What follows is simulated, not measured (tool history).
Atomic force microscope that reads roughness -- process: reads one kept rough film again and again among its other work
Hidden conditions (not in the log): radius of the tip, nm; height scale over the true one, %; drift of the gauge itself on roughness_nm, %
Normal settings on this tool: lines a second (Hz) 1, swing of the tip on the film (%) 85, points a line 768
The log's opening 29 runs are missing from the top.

run	day	lines a second (Hz)	swing of the tip on the film (%)	points a line	pictures with this tip	hours of work since the height scale was calibrated	roughness of the kept film (nm (root mean square))
# day 41.933: new tip fitted
30	42.662	3.12	59	528	48	101	1.767
31	43.562	3.92	59	528	108	118	1.727
32	44.638	1	79	416	180	139	1.728
# day 44.988: new tip fitted
33	45.546	1.44	79	416	37	156	1.728
34	46.975	1.68	85	295	132	183	1.642
# day 48.121: new tip fitted
35	48.792	1	76	768	45	217	1.765
36	50.567	1	72	768	163	251	1.748
# day 51.196: new tip fitted
37	52.312	2.36	55	768	75	284	1.785
38	53.429	2.36	55	768	149	306	1.76
# day 54.229: new tip fitted
39	54.792	2.36	55	768	38	331	1.794
40	56.071	1.2	71	768	123	356	1.754
# day 57.304: new tip fitted
41	57.408	1.2	71	768	7	381	1.772
42	59.125	1.2	71	768	121	414	1.745
# day 60.262: new tip fitted
43	60.679	1.66	86	287	28	443	1.655
44	62.438	2.95	86	313	145	477	1.516
# day 63.221: new tip fitted
45	63.538	1.73	65	313	21	497	1.767
46	65.638	1.73	65	313	161	537	1.722
# day 66.167: new tip fitted
47	67.108	3.88	69	263	62	565	1.64
48	68.425	3.88	69	263	150	590	1.625
# day 69.162: new tip fitted
49	69.904	3.88	69	263	49	618	1.643
50	71.367	3.62	85	609	147	646	1.47

5 ways to go on from here, each from the tool as it stands after run 50. What would each give?
# day 72.175: new tip fitted
A	73.467	0.77	88	609	86	686	?
# day 72.175: new tip fitted
B	73.467	0.53	85	609	86	686	?
# day 72.175: new tip fitted
C	73.467	1.15	85	1014	86	686	?
# day 72.175: new tip fitted
D	73.467	1.54	85	768	86	686	?
# day 72.175: new tip fitted
E	73.467	1.66	71	593	86	686	?

run	roughness of the kept film (nm (root mean square))
A	1.723
B	1.754
C	1.697
D	1.659
E	1.727
With no hidden state in the tool, these same runs would have given:
run	roughness of the kept film (nm (root mean square))
A	1.767
B	1.798
C	1.74
D	1.701
E	1.77
